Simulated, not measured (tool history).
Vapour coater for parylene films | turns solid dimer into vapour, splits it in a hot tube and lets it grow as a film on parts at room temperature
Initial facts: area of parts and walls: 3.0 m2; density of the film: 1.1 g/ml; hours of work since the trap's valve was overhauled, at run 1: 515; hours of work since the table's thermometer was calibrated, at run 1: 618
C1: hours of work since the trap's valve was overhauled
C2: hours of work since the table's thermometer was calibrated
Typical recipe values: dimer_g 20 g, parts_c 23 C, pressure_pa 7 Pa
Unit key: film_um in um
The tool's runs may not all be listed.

run 1 hour=0 | dimer_g=20 parts_c=23 pressure_pa=7 | C1=515 C2=618 | film_um=3.32
-- hour=33.1 trap's valve overhauled
run 2 hour=42.4 | dimer_g=20 parts_c=23 pressure_pa=7 | C1=7 C2=648 | film_um=3.33
run 3 hour=114.8 | dimer_g=20 parts_c=29 pressure_pa=7 | C1=63 C2=704 | film_um=2.94
run 4 hour=165.4 | dimer_g=20 parts_c=23 pressure_pa=7 | C1=102 C2=743 | film_um=3.27
run 5 hour=210.3 | dimer_g=20 parts_c=23 pressure_pa=7 | C1=137 C2=777 | film_um=3.31
run 6 hour=250 | dimer_g=20 parts_c=23 pressure_pa=7 | C1=168 C2=808 | film_um=3.3
run 7 hour=320.9 | dimer_g=29 parts_c=23 pressure_pa=7 | C1=222 C2=863 | film_um=4.85
run 8 hour=361.5 | dimer_g=29 parts_c=23 pressure_pa=7 | C1=254 C2=894 | film_um=4.73
run 9 hour=396.3 | dimer_g=29 parts_c=23 pressure_pa=7 | C1=281 C2=921 | film_um=4.76
run 10 hour=449.1 | dimer_g=32 parts_c=23 pressure_pa=7 | C1=321 C2=962 | film_um=5.22
run 11 hour=490.6 | dimer_g=15 parts_c=23 pressure_pa=7 | C1=354 C2=994 | film_um=2.45
run 12 hour=554.1 | dimer_g=26 parts_c=15 pressure_pa=5.05 | C1=403 C2=1043 | film_um=5.35

The next listed run, before its measurement:
run 13 hour=608.4 | dimer_g=26 parts_c=25 pressure_pa=4.28 | C1=445 C2=1085 | film_um=?

Run 13 produced film_um 4.45 um.
With no hidden state in the tool, this same run would have given film_um 4.46 um.
